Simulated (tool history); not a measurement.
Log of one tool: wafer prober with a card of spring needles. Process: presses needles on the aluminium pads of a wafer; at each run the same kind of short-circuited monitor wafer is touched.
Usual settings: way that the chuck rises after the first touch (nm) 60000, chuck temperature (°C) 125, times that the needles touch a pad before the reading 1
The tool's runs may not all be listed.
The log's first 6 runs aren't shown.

| run | hour | way that the chuck rises after the first touch (nm) | chuck temperature (°C) | times that the needles touch a pad before the reading | resistance of one needle with its contact and lead (mohm) | way that a needle slides on the pad (nm) |
|---|---|---|---|---|---|---|
|  | 70.5 | tips cleaned on abrasive film |
| 7 | 77.1 | 60000 | 125 | 1 | 216 | 16270 |
| 8 | 87.0 | 60000 | 125 | 1 | 217 | 16340 |
|  | 89.3 | tips cleaned on abrasive film |
| 9 | 103.1 | 60000 | 125 | 1 | 216 | 16260 |
|  | 107.9 | tips cleaned on abrasive film |
| 10 | 111.4 | 60000 | 125 | 2 | 215 | 16190 |
|  | 125.9 | tips cleaned on abrasive film |
| 11 | 125.9 | 60000 | 125 | 2 | 214 | 16220 |
| 12 | 140.1 | 60000 | 125 | 2 | 218 | 16380 |
|  | 144.2 | tips cleaned on abrasive film |
|  | 155.6 | height of the first contact set anew |
| 13 | 155.8 | 42000 | 125 | 1 | 230 | 11420 |
|  | 163.2 | tips cleaned on abrasive film |
| 14 | 168.8 | 60000 | 109 | 1 | 213 | 16330 |
|  | 181.5 | tips cleaned on abrasive film |
| 15 | 186.0 | 60000 | 125 | 1 | 217 | 16340 |
| 16 | 194.1 | 60000 | 125 | 1 | 215 | 16300 |
|  | 199.5 | tips cleaned on abrasive film |
| 17 | 210.0 | 60000 | 33 | 1 | 194 | 16320 |
|  | 218.3 | tips cleaned on abrasive film |
| 18 | 218.3 | 48000 | 39 | 3 | 201 | 13060 |
| 19 | 230.5 | 46000 | 39 | 1 | 199 | 12530 |
|  | 236.2 | tips cleaned on abrasive film |
| 20 | 242.9 | 40000 | 47 | 1 | 211 | 10950 |
| 21 | 252.9 | 76000 | 79 | 2 | 198 | 20710 |
|  | 254.5 | tips cleaned on abrasive film |
| 22 | 261.4 | 76000 | 107 | 2 | 204 | 20780 |
|  | 272.9 | tips cleaned on abrasive film |
| 23 | 278.3 | 59000 | 125 | 1 | 217 | 16130 |
|  | 291.0 | tips cleaned on abrasive film |
| 24 | 291.8 | 47000 | 125 | 1 | 221 | 12820 |
| 25 | 304.4 | 41000 | 125 | 1 | 232 | 11240 |

The next listed run, before its measurement:
|  | 309.5 | tips cleaned on abrasive film |
| 26 | 317.3 | 54000 | 44 | 2 | ? | ? |

resistance of one needle with its contact and lead (mohm): 200
way that a needle slides on the pad (nm): 14770
Without the tool's hidden state the same run would have given resistance of one needle with its contact and lead (mohm) 199, way that a needle slides on the pad (nm) 14610.
